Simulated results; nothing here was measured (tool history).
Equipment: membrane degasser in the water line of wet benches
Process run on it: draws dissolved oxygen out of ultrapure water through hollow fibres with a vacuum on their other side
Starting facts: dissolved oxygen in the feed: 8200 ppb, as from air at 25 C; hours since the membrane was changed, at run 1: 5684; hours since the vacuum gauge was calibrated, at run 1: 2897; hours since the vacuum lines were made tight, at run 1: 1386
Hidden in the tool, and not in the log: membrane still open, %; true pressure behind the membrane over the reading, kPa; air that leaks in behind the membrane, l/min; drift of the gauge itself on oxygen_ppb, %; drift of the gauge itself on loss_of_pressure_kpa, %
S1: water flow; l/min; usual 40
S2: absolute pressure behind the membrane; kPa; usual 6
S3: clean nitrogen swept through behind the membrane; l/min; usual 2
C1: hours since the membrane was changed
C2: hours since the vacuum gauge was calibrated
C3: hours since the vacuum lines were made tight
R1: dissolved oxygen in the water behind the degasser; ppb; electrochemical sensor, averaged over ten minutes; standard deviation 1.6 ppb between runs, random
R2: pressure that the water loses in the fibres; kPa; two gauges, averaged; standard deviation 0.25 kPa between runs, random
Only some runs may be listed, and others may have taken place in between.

run,hour,S1,S2,S3,C1,C2,C3,R1,R2
1,0,40,6,2,5684,2897,1386,156.3,68.32
2,114.8,40,6,1.61,5799,3012,1500,182.2,67.45
3,213.4,40,6,1.61,5898,3111,1599,182.7,67.53
4,344.9,40,6.65,2,6029,3242,1731,185.9,67.83
5,407,40,6.65,2,6091,3305,1793,186.4,67.36
6,520.4,40,6.65,2,6205,3418,1906,182.5,67.17
7,644.8,40,6.65,2,6329,3542,2030,185.4,67.77
8,741.4,40,6,6,6426,3639,2127,79,66.98
9,878.6,55,6,2,6563,3776,2264,246,92.43
10,1004.4,55,6,2,6688,3902,2390,236.9,92.16
11,1153.1,40,6,2,6837,4051,2539,157.1,67.13
12,1248.2,40,6,2,6932,4146,2634,155.1,67.28
13,1311.7,40,6,2,6996,4209,2697,156.4,67.42
14,1382.8,40,6,2,7067,4280,2768,156.1,67.28
15,1529.6,40,6,1.29,7214,4427,2915,210.2,66.98
16,1653.5,45,6,4.05,7338,4551,3039,119.5,75.61
17,1778.3,62,14.59,5.9,7462,4676,3164,376.1,103.9
18,1924.1,42,10.53,5.9,7608,4822,3310,162,70.33
19,2053.1,40,4.55,1.92,7737,4951,3439,95.4,66.89
20,2191.5,43,10.96,1.99,7876,5089,3577,392.4,71.96
21,2309.4,43,10.96,1.99,7993,5207,3695,397.4,71.59
22,2429.4,43,10.96,1.99,8114,5327,3815,401,71.86
23,2563.9,43,10.96,1.99,8248,5461,3950,387.4,71.72
24,2691.4,43,10.96,1.99,8375,5589,4077,397.1,71.81
25,2809.8,28,10.96,1.92,8494,5707,4196,265.1,46.85
26,2910.2,59,7.08,0.89,8594,5808,4296,519,98.55
27,3034.8,59,7.08,0.89,8719,5932,4420,523.8,98.29
28,3179.2,59,7.08,0.89,8863,6077,4565,533.9,98.84
# hour 3190.3: vacuum gauge calibrated
# hour 3232.3: seals of the vacuum lines changed
29,3252,59,7.08,0.89,8934,60,20,518,98.55
30,3341.1,40,3.82,2,9023,149,109,61.7,67.03

Results for each run, recomputed without the tool's hidden state and with each run's random variation untouched:
run,R2
1,68.27
2,67.44
3,67.55
4,67.88
5,67.44
6,67.29
7,67.92
8,67.17
9,92.74
10,92.52
11,67.44
12,67.62
13,67.78
14,67.66
15,67.41
16,76.13
17,104.69
18,70.91
19,67.48
20,72.64
21,72.31
22,72.62
23,72.53
24,72.65
25,47.43
26,99.82
27,99.61
28,100.23
29,99.97
30,68.02
For R1, the value without the hidden state is never more than 0.9 ppb from the measured value.
